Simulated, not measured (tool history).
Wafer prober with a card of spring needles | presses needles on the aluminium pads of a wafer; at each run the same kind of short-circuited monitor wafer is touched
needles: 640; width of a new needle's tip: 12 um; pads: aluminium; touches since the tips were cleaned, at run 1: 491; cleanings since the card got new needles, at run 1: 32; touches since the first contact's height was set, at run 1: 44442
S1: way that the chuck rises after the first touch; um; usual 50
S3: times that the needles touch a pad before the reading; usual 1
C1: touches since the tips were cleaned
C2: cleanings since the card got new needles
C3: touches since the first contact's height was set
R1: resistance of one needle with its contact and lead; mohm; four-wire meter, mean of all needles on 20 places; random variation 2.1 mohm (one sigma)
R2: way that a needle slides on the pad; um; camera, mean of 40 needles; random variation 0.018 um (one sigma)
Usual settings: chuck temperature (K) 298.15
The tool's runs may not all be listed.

run 1 hour=0.0 | S1=50 chuck_temperature_(K)=298.15 S3=1 | C1=491 C2=32 C3=44442 | R1=265 R2=12.59
-- hour=11.1 tips cleaned on abrasive film
-- hour=25.7 tips cleaned on abrasive film
-- hour=40.4 tips cleaned on abrasive film
-- hour=52.7 tips cleaned on abrasive film
run 2 hour=52.7 | S1=50 chuck_temperature_(K)=298.15 S3=1 | C1=0 C2=36 C3=71616 | R1=237 R2=12.47
-- hour=66.6 tips cleaned on abrasive film
-- hour=78.3 tips cleaned on abrasive film
run 3 hour=81.9 | S1=50 chuck_temperature_(K)=303.15 S3=1 | C1=1832 C2=38 C3=86675 | R1=332 R2=12.42
-- hour=90.7 tips cleaned on abrasive film
-- hour=96.8 height of the first contact set anew
-- hour=105.6 tips cleaned on abrasive film
-- hour=120.3 tips cleaned on abrasive film
-- hour=132.0 tips cleaned on abrasive film
run 4 hour=137.0 | S1=50 chuck_temperature_(K)=352.15 S3=1 | C1=2606 C2=42 C3=20735 | R1=344 R2=12.62
-- hour=145.6 tips cleaned on abrasive film, once more
-- hour=160.2 tips cleaned on abrasive film
run 5 hour=164.2 | S1=57 chuck_temperature_(K)=298.15 S3=1 | C1=2086 C2=44 C3=34773 | R1=311 R2=14.37
-- hour=173.1 tips cleaned on abrasive film
-- hour=184.8 tips cleaned on abrasive film
-- hour=199.2 tips cleaned on abrasive film
run 6 hour=205.5 | S1=57 chuck_temperature_(K)=298.15 S3=1 | C1=3296 C2=47 C3=56061 | R1=325 R2=14.30
-- hour=211.4 tips cleaned on abrasive film
-- hour=223.2 tips cleaned on abrasive film
-- hour=237.7 tips cleaned on abrasive film
run 7 hour=247.6 | S1=57 chuck_temperature_(K)=298.15 S3=1 | C1=5150 C2=50 C3=77788 | R1=334 R2=14.21
-- hour=250.6 tips cleaned on abrasive film
-- hour=262.4 tips cleaned on abrasive film
-- hour=277.0 tips cleaned on abrasive film
-- hour=279.8 height of the first contact set anew
-- hour=291.6 tips cleaned on abrasive film
run 8 hour=299.1 | S1=69 chuck_temperature_(K)=328.15 S3=1 | C1=3876 C2=54 C3=9939 | R1=296 R2=17.54
-- hour=304.3 tips cleaned on abrasive film
-- hour=319.0 tips cleaned on abrasive film
-- hour=332.9 tips cleaned on abrasive film
run 9 hour=333.9 | S1=69 chuck_temperature_(K)=328.15 S3=1 | C1=522 C2=57 C3=27899 | R1=252 R2=17.48
-- hour=345.3 tips cleaned on abrasive film
-- hour=359.3 tips cleaned on abrasive film
-- hour=373.7 tips cleaned on abrasive film
run 10 hour=375.9 | S1=69 chuck_temperature_(K)=328.15 S3=1 | C1=1160 C2=60 C3=49567 | R1=270 R2=17.40
-- hour=387.7 tips cleaned on abrasive film
-- hour=402.4 tips cleaned on abrasive film
-- hour=414.6 tips cleaned on abrasive film
run 11 hour=414.6 | S1=69 chuck_temperature_(K)=328.15 S3=1 | C1=0 C2=63 C3=69531 | R1=237 R2=17.31
-- hour=429.3 tips cleaned on abrasive film
-- hour=443.7 tips cleaned on abrasive film
-- hour=458.0 tips cleaned on abrasive film
-- hour=463.7 height of the first contact set anew
-- hour=470.8 tips cleaned on abrasive film
run 12 hour=470.8 | S1=47 chuck_temperature_(K)=380.15 S3=2 | C1=0 C2=67 C3=3617 | R1=261 R2=11.90
-- hour=484.2 tips cleaned on abrasive film
-- hour=496.0 tips cleaned on abrasive film
-- hour=510.7 tips cleaned on abrasive film
-- hour=524.0 tips cleaned on abrasive film
run 13 hour=524.0 | S1=52 chuck_temperature_(K)=348.15 S3=1 | C1=0 C2=71 C3=31068 | R1=245 R2=13.08

Forecast each of these 4 alternatives for the next run:
-- hour=538.7 tips cleaned on abrasive film
run A hour=548.3 | S1=50 chuck_temperature_(K)=382.15 S3=2 | C1=5029 C2=72 C3=43675 | R1=? R2=?
-- hour=538.7 tips cleaned on abrasive film
run B hour=548.3 | S1=52 chuck_temperature_(K)=381.15 S3=1 | C1=5029 C2=72 C3=43675 | R1=? R2=?
-- hour=538.7 tips cleaned on abrasive film
run C hour=548.3 | S1=56 chuck_temperature_(K)=357.15 S3=2 | C1=5029 C2=72 C3=43675 | R1=? R2=?
-- hour=538.7 tips cleaned on abrasive film
run D hour=548.3 | S1=52 chuck_temperature_(K)=343.15 S3=1 | C1=5029 C2=72 C3=43675 | R1=? R2=?

run=A R1=324 R2=12.57
run=B R1=365 R2=13.06
run=C R1=306 R2=14.11
run=D R1=363 R2=13.08
Without the tool's hidden state the same runs would have given:
run=A R1=247 R2=12.71
run=B R1=247 R2=13.20
run=C R1=240 R2=14.25
run=D R1=237 R2=13.23
